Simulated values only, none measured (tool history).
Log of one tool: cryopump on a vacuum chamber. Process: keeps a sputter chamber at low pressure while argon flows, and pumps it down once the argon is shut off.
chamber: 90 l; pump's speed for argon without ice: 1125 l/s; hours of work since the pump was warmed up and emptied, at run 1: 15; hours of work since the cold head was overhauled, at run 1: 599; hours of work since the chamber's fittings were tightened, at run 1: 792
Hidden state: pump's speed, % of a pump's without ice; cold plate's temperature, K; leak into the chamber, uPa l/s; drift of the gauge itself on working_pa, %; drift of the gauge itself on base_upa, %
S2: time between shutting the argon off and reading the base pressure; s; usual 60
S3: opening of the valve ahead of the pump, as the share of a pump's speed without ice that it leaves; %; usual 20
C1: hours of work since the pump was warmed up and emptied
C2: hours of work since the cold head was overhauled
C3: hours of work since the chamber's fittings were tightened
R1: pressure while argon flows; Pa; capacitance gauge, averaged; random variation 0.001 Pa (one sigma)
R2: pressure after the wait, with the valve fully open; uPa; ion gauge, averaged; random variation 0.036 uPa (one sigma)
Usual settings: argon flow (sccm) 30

{"run": 1, "hour": 0.0, "argon flow (sccm)": 30, "S2": 60, "S3": 20, "C1": 15, "C2": 599, "C3": 792, "R1": 0.2264, "R2": 3.8}
{"run": 2, "hour": 17.1, "argon flow (sccm)": 42, "S2": 60, "S3": 20, "C1": 25, "C2": 609, "C3": 801, "R1": 0.3172, "R2": 3.64}
{"run": 3, "hour": 32.1, "argon flow (sccm)": 42, "S2": 60, "S3": 20, "C1": 34, "C2": 617, "C3": 810, "R1": 0.3161, "R2": 3.76}
{"run": 4, "hour": 66.2, "argon flow (sccm)": 42, "S2": 60, "S3": 29, "C1": 53, "C2": 637, "C3": 829, "R1": 0.2183, "R2": 3.78}
{"run": 5, "hour": 82.4, "argon flow (sccm)": 30, "S2": 92, "S3": 20, "C1": 62, "C2": 646, "C3": 839, "R1": 0.2279, "R2": 3.29}
{"run": 6, "hour": 98.2, "argon flow (sccm)": 30, "S2": 92, "S3": 20, "C1": 71, "C2": 655, "C3": 848, "R1": 0.2281, "R2": 3.36}
{"run": 7, "hour": 116.1, "argon flow (sccm)": 30, "S2": 92, "S3": 20, "C1": 82, "C2": 665, "C3": 858, "R1": 0.2289, "R2": 3.37}
{"run": 8, "hour": 139.2, "argon flow (sccm)": 30, "S2": 92, "S3": 20, "C1": 95, "C2": 678, "C3": 871, "R1": 0.2288, "R2": 3.42}
{"run": 9, "hour": 163.4, "argon flow (sccm)": 30, "S2": 60, "S3": 20, "C1": 108, "C2": 692, "C3": 885, "R1": 0.2288, "R2": 3.92}
{"run": 10, "hour": 187.8, "argon flow (sccm)": 30, "S2": 60, "S3": 20, "C1": 122, "C2": 706, "C3": 899, "R1": 0.2279, "R2": 3.97}
{"run": 11, "hour": 223.3, "argon flow (sccm)": 30, "S2": 46, "S3": 20, "C1": 143, "C2": 726, "C3": 919, "R1": 0.231, "R2": 4.7}
{"run": 12, "hour": 256.5, "argon flow (sccm)": 30, "S2": 46, "S3": 20, "C1": 161, "C2": 745, "C3": 938, "R1": 0.2312, "R2": 4.71}
{"run": 13, "hour": 290.2, "argon flow (sccm)": 30, "S2": 60, "S3": 43, "C1": 181, "C2": 764, "C3": 957, "R1": 0.1097, "R2": 4.35}
{"run": 14, "hour": 319.3, "argon flow (sccm)": 30, "S2": 39, "S3": 20, "C1": 197, "C2": 781, "C3": 974, "R1": 0.2317, "R2": 5.22}
{"run": 15, "hour": 338.1, "argon flow (sccm)": 30, "S2": 28, "S3": 16, "C1": 208, "C2": 792, "C3": 984, "R1": 0.2893, "R2": 6.5}
{"run": 16, "hour": 362.8, "argon flow (sccm)": 12, "S2": 47, "S3": 51, "C1": 222, "C2": 806, "C3": 998, "R1": 0.0386, "R2": 4.87}
{"run": 17, "hour": 398.4, "argon flow (sccm)": 25, "S2": 168, "S3": 51, "C1": 242, "C2": 826, "C3": 1019, "R1": 0.0797, "R2": 3.4}
{"run": 18, "hour": 423.9, "argon flow (sccm)": 30, "S2": 48, "S3": 27, "C1": 257, "C2": 841, "C3": 1033, "R1": 0.1742, "R2": 4.9}
{"run": 19, "hour": 442.6, "argon flow (sccm)": 43, "S2": 24, "S3": 21, "C1": 267, "C2": 851, "C3": 1044, "R1": 0.3199, "R2": 7.19}
{"run": 20, "hour": 477.4, "argon flow (sccm)": 43, "S2": 24, "S3": 21, "C1": 287, "C2": 871, "C3": 1064, "R1": 0.3196, "R2": 7.12}
{"run": 21, "hour": 496.1, "argon flow (sccm)": 34, "S2": 60, "S3": 46, "C1": 298, "C2": 882, "C3": 1074, "R1": 0.1221, "R2": 4.82}
{"run": 22, "hour": 531.4, "argon flow (sccm)": 43, "S2": 60, "S3": 48, "C1": 318, "C2": 902, "C3": 1094, "R1": 0.1486, "R2": 4.89}
{"run": 23, "hour": 550.0, "argon flow (sccm)": 43, "S2": 60, "S3": 48, "C1": 329, "C2": 912, "C3": 1105, "R1": 0.1493, "R2": 4.9}
{"run": 24, "hour": 582.7, "argon flow (sccm)": 13, "S2": 92, "S3": 34, "C1": 347, "C2": 931, "C3": 1124, "R1": 0.0614, "R2": 4.5}
{"run": 25, "hour": 599.7, "argon flow (sccm)": 49, "S2": 81, "S3": 19, "C1": 357, "C2": 941, "C3": 1133, "R1": 0.4051, "R2": 4.49}

Forecast run 26:
{"run": 26, "hour": 619.7, "argon flow (sccm)": 35, "S2": 244, "S3": 48, "C1": 368, "C2": 952, "C3": 1145, "R1": "?", "R2": "?"}

{"run 26": {"R1": 0.1239, "R2": 3.89}}
Without the tool's hidden state the same run would have given R1 0.1096 Pa, R2 0.7 uPa.
